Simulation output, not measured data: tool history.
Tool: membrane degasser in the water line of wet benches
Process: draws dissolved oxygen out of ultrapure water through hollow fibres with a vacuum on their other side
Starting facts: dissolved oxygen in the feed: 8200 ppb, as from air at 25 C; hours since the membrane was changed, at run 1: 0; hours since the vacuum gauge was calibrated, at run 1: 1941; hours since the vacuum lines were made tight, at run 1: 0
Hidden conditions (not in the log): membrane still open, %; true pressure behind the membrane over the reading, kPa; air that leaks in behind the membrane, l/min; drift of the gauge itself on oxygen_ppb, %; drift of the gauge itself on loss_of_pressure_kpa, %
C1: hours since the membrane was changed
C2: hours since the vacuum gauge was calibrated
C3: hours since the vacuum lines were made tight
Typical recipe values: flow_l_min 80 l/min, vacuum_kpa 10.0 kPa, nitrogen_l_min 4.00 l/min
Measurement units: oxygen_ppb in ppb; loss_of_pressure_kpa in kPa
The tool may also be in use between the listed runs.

run 1 hour=0.0 | flow_l_min=80 vacuum_kpa=10.0 nitrogen_l_min=4.00 | C1=0 C2=1941 C3=0 | oxygen_ppb=310.8 loss_of_pressure_kpa=39.76
run 2 hour=306.2 | flow_l_min=80 vacuum_kpa=10.0 nitrogen_l_min=4.00 | C1=306 C2=2247 C3=306 | oxygen_ppb=315.6 loss_of_pressure_kpa=40.14
run 3 hour=512.1 | flow_l_min=80 vacuum_kpa=11.3 nitrogen_l_min=4.00 | C1=512 C2=2453 C3=512 | oxygen_ppb=363.0 loss_of_pressure_kpa=39.90
run 4 hour=801.1 | flow_l_min=80 vacuum_kpa=10.0 nitrogen_l_min=4.00 | C1=801 C2=2742 C3=801 | oxygen_ppb=314.7 loss_of_pressure_kpa=40.12
run 5 hour=1105.7 | flow_l_min=80 vacuum_kpa=10.0 nitrogen_l_min=4.00 | C1=1106 C2=3047 C3=1106 | oxygen_ppb=315.0 loss_of_pressure_kpa=40.35
run 6 hour=1341.8 | flow_l_min=80 vacuum_kpa=23.7 nitrogen_l_min=4.00 | C1=1342 C2=3283 C3=1342 | oxygen_ppb=853.8 loss_of_pressure_kpa=40.12
run 7 hour=1608.6 | flow_l_min=74 vacuum_kpa=10.0 nitrogen_l_min=4.00 | C1=1609 C2=3549 C3=1609 | oxygen_ppb=294.1 loss_of_pressure_kpa=37.51
run 8 hour=1898.6 | flow_l_min=104 vacuum_kpa=10.0 nitrogen_l_min=4.00 | C1=1899 C2=3840 C3=1899 | oxygen_ppb=414.9 loss_of_pressure_kpa=52.61
run 9 hour=2160.1 | flow_l_min=104 vacuum_kpa=10.0 nitrogen_l_min=4.00 | C1=2160 C2=4101 C3=2160 | oxygen_ppb=411.1 loss_of_pressure_kpa=52.37
run 10 hour=2419.6 | flow_l_min=104 vacuum_kpa=10.0 nitrogen_l_min=4.00 | C1=2420 C2=4360 C3=2420 | oxygen_ppb=415.4 loss_of_pressure_kpa=52.65
run 11 hour=2690.6 | flow_l_min=104 vacuum_kpa=10.0 nitrogen_l_min=4.00 | C1=2691 C2=4631 C3=2691 | oxygen_ppb=419.3 loss_of_pressure_kpa=52.94
run 12 hour=2869.3 | flow_l_min=69 vacuum_kpa=10.0 nitrogen_l_min=4.00 | C1=2869 C2=4810 C3=2869 | oxygen_ppb=271.6 loss_of_pressure_kpa=35.20
run 13 hour=3037.6 | flow_l_min=75 vacuum_kpa=10.0 nitrogen_l_min=4.00 | C1=3038 C2=4978 C3=3038 | oxygen_ppb=298.5 loss_of_pressure_kpa=38.04
run 14 hour=3240.5 | flow_l_min=83 vacuum_kpa=10.0 nitrogen_l_min=4.00 | C1=3240 C2=5181 C3=3240 | oxygen_ppb=336.0 loss_of_pressure_kpa=42.36
run 15 hour=3524.4 | flow_l_min=83 vacuum_kpa=10.0 nitrogen_l_min=4.00 | C1=3524 C2=5465 C3=3524 | oxygen_ppb=330.9 loss_of_pressure_kpa=42.44
run 16 hour=3651.6 | flow_l_min=83 vacuum_kpa=10.0 nitrogen_l_min=4.00 | C1=3652 C2=5593 C3=3652 | oxygen_ppb=330.6 loss_of_pressure_kpa=42.64
run 17 hour=3868.6 | flow_l_min=64 vacuum_kpa=17.5 nitrogen_l_min=1.98 | C1=3869 C2=5809 C3=3869 | oxygen_ppb=903.6 loss_of_pressure_kpa=32.68
run 18 hour=4004.1 | flow_l_min=51 vacuum_kpa=9.0 nitrogen_l_min=1.98 | C1=4004 C2=5945 C3=4004 | oxygen_ppb=319.5 loss_of_pressure_kpa=26.36
run 19 hour=4128.4 | flow_l_min=80 vacuum_kpa=23.6 nitrogen_l_min=7.62 | C1=4128 C2=6069 C3=4128 | oxygen_ppb=503.6 loss_of_pressure_kpa=41.42
run 20 hour=4316.7 | flow_l_min=100 vacuum_kpa=7.8 nitrogen_l_min=2.56 | C1=4317 C2=6258 C3=4317 | oxygen_ppb=401.7 loss_of_pressure_kpa=51.72
run 21 hour=4579.0 | flow_l_min=109 vacuum_kpa=14.5 nitrogen_l_min=4.00 | C1=4579 C2=6520 C3=4579 | oxygen_ppb=691.4 loss_of_pressure_kpa=56.26
run 22 hour=4874.1 | flow_l_min=80 vacuum_kpa=10.0 nitrogen_l_min=5.66 | C1=4874 C2=6815 C3=4874 | oxygen_ppb=247.0 loss_of_pressure_kpa=41.27
run 23 hour=5154.0 | flow_l_min=80 vacuum_kpa=10.0 nitrogen_l_min=5.66 | C1=5154 C2=7095 C3=5154 | oxygen_ppb=246.9 loss_of_pressure_kpa=41.60
-- hour=5335.3 vacuum gauge calibrated
run 24 hour=5341.7 | flow_l_min=80 vacuum_kpa=10.0 nitrogen_l_min=5.66 | C1=5341 C2=6 C3=5341 | oxygen_ppb=242.0 loss_of_pressure_kpa=41.49
run 25 hour=5630.0 | flow_l_min=80 vacuum_kpa=7.2 nitrogen_l_min=4.06 | C1=5630 C2=295 C3=5630 | oxygen_ppb=198.9 loss_of_pressure_kpa=41.97
run 26 hour=5876.0 | flow_l_min=97 vacuum_kpa=10.0 nitrogen_l_min=2.54 | C1=5875 C2=541 C3=5875 | oxygen_ppb=541.6 loss_of_pressure_kpa=50.67
run 27 hour=6000.2 | flow_l_min=97 vacuum_kpa=10.0 nitrogen_l_min=2.54 | C1=6000 C2=665 C3=6000 | oxygen_ppb=546.8 loss_of_pressure_kpa=50.40
run 28 hour=6236.4 | flow_l_min=76 vacuum_kpa=12.5 nitrogen_l_min=4.00 | C1=6236 C2=901 C3=6236 | oxygen_ppb=401.3 loss_of_pressure_kpa=39.83
run 29 hour=6540.9 | flow_l_min=76 vacuum_kpa=12.5 nitrogen_l_min=4.00 | C1=6540 C2=1206 C3=6540 | oxygen_ppb=404.1 loss_of_pressure_kpa=39.94
run 30 hour=6667.9 | flow_l_min=54 vacuum_kpa=23.6 nitrogen_l_min=3.08 | C1=6667 C2=1333 C3=6667 | oxygen_ppb=754.9 loss_of_pressure_kpa=28.40
run 31 hour=6963.3 | flow_l_min=54 vacuum_kpa=23.6 nitrogen_l_min=3.08 | C1=6963 C2=1628 C3=6963 | oxygen_ppb=768.1 loss_of_pressure_kpa=28.41
run 32 hour=7221.0 | flow_l_min=54 vacuum_kpa=23.6 nitrogen_l_min=3.08 | C1=7220 C2=1886 C3=7220 | oxygen_ppb=755.2 loss_of_pressure_kpa=28.46

Branching from run 32: 4 alternative next runs. What would each branch give?
run A hour=7433.7 | flow_l_min=66 vacuum_kpa=23.6 nitrogen_l_min=3.08 | C1=7433 C2=2098 C3=7433 | oxygen_ppb=? loss_of_pressure_kpa=?
run B hour=7433.7 | flow_l_min=54 vacuum_kpa=23.6 nitrogen_l_min=6.67 | C1=7433 C2=2098 C3=7433 | oxygen_ppb=? loss_of_pressure_kpa=?
run C hour=7433.7 | flow_l_min=76 vacuum_kpa=23.6 nitrogen_l_min=3.08 | C1=7433 C2=2098 C3=7433 | oxygen_ppb=? loss_of_pressure_kpa=?
run D hour=7433.7 | flow_l_min=89 vacuum_kpa=23.6 nitrogen_l_min=3.08 | C1=7433 C2=2098 C3=7433 | oxygen_ppb=? loss_of_pressure_kpa=?

run=A oxygen_ppb=879.2 loss_of_pressure_kpa=35.42
run=B oxygen_ppb=387.6 loss_of_pressure_kpa=28.60
run=C oxygen_ppb=1007.5 loss_of_pressure_kpa=40.23
run=D oxygen_ppb=1142.9 loss_of_pressure_kpa=47.29
Stripped of hidden state, with their random variation kept, the same runs would have yielded:
run=A oxygen_ppb=865.2 loss_of_pressure_kpa=33.32
run=B oxygen_ppb=378.3 loss_of_pressure_kpa=26.89
run=C oxygen_ppb=991.7 loss_of_pressure_kpa=37.81
run=D oxygen_ppb=1124.8 loss_of_pressure_kpa=44.46
